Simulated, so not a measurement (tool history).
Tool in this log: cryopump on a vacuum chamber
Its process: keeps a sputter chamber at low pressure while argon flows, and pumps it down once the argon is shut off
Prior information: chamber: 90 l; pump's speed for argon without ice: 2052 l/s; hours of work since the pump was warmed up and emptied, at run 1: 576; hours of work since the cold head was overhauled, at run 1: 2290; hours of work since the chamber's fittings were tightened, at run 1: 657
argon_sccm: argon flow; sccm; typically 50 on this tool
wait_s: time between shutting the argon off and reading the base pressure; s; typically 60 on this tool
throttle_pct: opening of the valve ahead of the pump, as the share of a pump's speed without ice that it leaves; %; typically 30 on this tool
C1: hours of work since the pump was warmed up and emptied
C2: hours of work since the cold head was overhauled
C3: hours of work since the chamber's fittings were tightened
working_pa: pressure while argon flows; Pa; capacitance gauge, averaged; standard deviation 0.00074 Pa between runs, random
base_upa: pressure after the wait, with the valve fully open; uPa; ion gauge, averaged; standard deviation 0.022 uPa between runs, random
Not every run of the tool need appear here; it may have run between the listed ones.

{"run": 1, "hour": 0.0, "argon_sccm": 50, "wait_s": 60, "throttle_pct": 30, "C1": 576, "C2": 2290, "C3": 657, "working_pa": 0.1509, "base_upa": 1.04}
{"run": 2, "hour": 45.5, "argon_sccm": 50, "wait_s": 60, "throttle_pct": 30, "C1": 614, "C2": 2328, "C3": 695, "working_pa": 0.1533, "base_upa": 1.06}
{"run": 3, "hour": 124.7, "argon_sccm": 53, "wait_s": 60, "throttle_pct": 30, "C1": 680, "C2": 2394, "C3": 761, "working_pa": 0.1657, "base_upa": 1.14}
{"run": 4, "hour": 199.8, "argon_sccm": 50, "wait_s": 60, "throttle_pct": 30, "C1": 742, "C2": 2457, "C3": 824, "working_pa": 0.1562, "base_upa": 1.17}
{"run": 5, "hour": 258.9, "argon_sccm": 50, "wait_s": 60, "throttle_pct": 30, "C1": 792, "C2": 2506, "C3": 873, "working_pa": 0.1597, "base_upa": 1.19}
{"hour": 277.3, "done": "pump warmed up, emptied and cooled again"}
{"run": 6, "hour": 335.3, "argon_sccm": 50, "wait_s": 60, "throttle_pct": 30, "C1": 48, "C2": 2565, "C3": 932, "working_pa": 0.1389, "base_upa": 1.04}
{"run": 7, "hour": 387.4, "argon_sccm": 50, "wait_s": 60, "throttle_pct": 30, "C1": 92, "C2": 2609, "C3": 976, "working_pa": 0.1391, "base_upa": 1.11}
{"run": 8, "hour": 456.1, "argon_sccm": 50, "wait_s": 60, "throttle_pct": 30, "C1": 149, "C2": 2666, "C3": 1033, "working_pa": 0.142, "base_upa": 1.02}
{"run": 9, "hour": 526.1, "argon_sccm": 50, "wait_s": 60, "throttle_pct": 30, "C1": 207, "C2": 2724, "C3": 1091, "working_pa": 0.1436, "base_upa": 1.06}
{"run": 10, "hour": 580.0, "argon_sccm": 50, "wait_s": 60, "throttle_pct": 30, "C1": 252, "C2": 2769, "C3": 1136, "working_pa": 0.1436, "base_upa": 1.07}
{"run": 11, "hour": 636.1, "argon_sccm": 50, "wait_s": 205, "throttle_pct": 30, "C1": 299, "C2": 2816, "C3": 1183, "working_pa": 0.1457, "base_upa": 0.79}
{"run": 12, "hour": 683.0, "argon_sccm": 50, "wait_s": 205, "throttle_pct": 30, "C1": 338, "C2": 2855, "C3": 1222, "working_pa": 0.1451, "base_upa": 0.86}
{"run": 13, "hour": 738.8, "argon_sccm": 50, "wait_s": 60, "throttle_pct": 30, "C1": 384, "C2": 2902, "C3": 1269, "working_pa": 0.1468, "base_upa": 1.18}
{"run": 14, "hour": 799.0, "argon_sccm": 50, "wait_s": 60, "throttle_pct": 30, "C1": 435, "C2": 2952, "C3": 1319, "working_pa": 0.1469, "base_upa": 1.28}
{"run": 15, "hour": 871.6, "argon_sccm": 50, "wait_s": 60, "throttle_pct": 37, "C1": 495, "C2": 3012, "C3": 1379, "working_pa": 0.124, "base_upa": 1.3}
{"run": 16, "hour": 913.7, "argon_sccm": 50, "wait_s": 33, "throttle_pct": 30, "C1": 530, "C2": 3047, "C3": 1414, "working_pa": 0.1512, "base_upa": 1.75}
{"run": 17, "hour": 953.3, "argon_sccm": 50, "wait_s": 33, "throttle_pct": 30, "C1": 563, "C2": 3080, "C3": 1447, "working_pa": 0.1492, "base_upa": 1.83}
{"run": 18, "hour": 1005.1, "argon_sccm": 50, "wait_s": 33, "throttle_pct": 30, "C1": 606, "C2": 3124, "C3": 1491, "working_pa": 0.1531, "base_upa": 1.79}
{"run": 19, "hour": 1079.8, "argon_sccm": 76, "wait_s": 127, "throttle_pct": 30, "C1": 669, "C2": 3186, "C3": 1553, "working_pa": 0.2352, "base_upa": 1.14}
{"run": 20, "hour": 1135.0, "argon_sccm": 64, "wait_s": 60, "throttle_pct": 37, "C1": 715, "C2": 3232, "C3": 1599, "working_pa": 0.1664, "base_upa": 1.52}
{"run": 21, "hour": 1196.0, "argon_sccm": 50, "wait_s": 73, "throttle_pct": 51, "C1": 765, "C2": 3283, "C3": 1650, "working_pa": 0.1017, "base_upa": 1.45}
{"hour": 1239.4, "done": "pump warmed up, emptied and cooled again"}
{"run": 22, "hour": 1260.6, "argon_sccm": 25, "wait_s": 51, "throttle_pct": 27, "C1": 18, "C2": 3332, "C3": 1699, "working_pa": 0.0772, "base_upa": 1.34}
{"run": 23, "hour": 1326.4, "argon_sccm": 53, "wait_s": 112, "throttle_pct": 19, "C1": 72, "C2": 3387, "C3": 1754, "working_pa": 0.2342, "base_upa": 1.06}
{"run": 24, "hour": 1380.9, "argon_sccm": 69, "wait_s": 33, "throttle_pct": 19, "C1": 118, "C2": 3433, "C3": 1800, "working_pa": 0.3076, "base_upa": 1.72}
{"run": 25, "hour": 1413.0, "argon_sccm": 81, "wait_s": 28, "throttle_pct": 28, "C1": 145, "C2": 3459, "C3": 1826, "working_pa": 0.2463, "base_upa": 1.97}

Predict the results of run 26:
{"hour": 1441.0, "done": "leaking fittings of the chamber tightened, without venting"}
{"run": 26, "hour": 1475.0, "argon_sccm": 89, "wait_s": 60, "throttle_pct": 18, "C1": 195, "C2": 3509, "C3": 28, "working_pa": "?", "base_upa": "?"}

Run 26 gave working_pa 0.4173 Pa, base_upa 0.73 uPa.
If the tool had no hidden condition, the same run with the same run-to-run variation would have returned working_pa 0.4073 Pa, base_upa 0.67 uPa.

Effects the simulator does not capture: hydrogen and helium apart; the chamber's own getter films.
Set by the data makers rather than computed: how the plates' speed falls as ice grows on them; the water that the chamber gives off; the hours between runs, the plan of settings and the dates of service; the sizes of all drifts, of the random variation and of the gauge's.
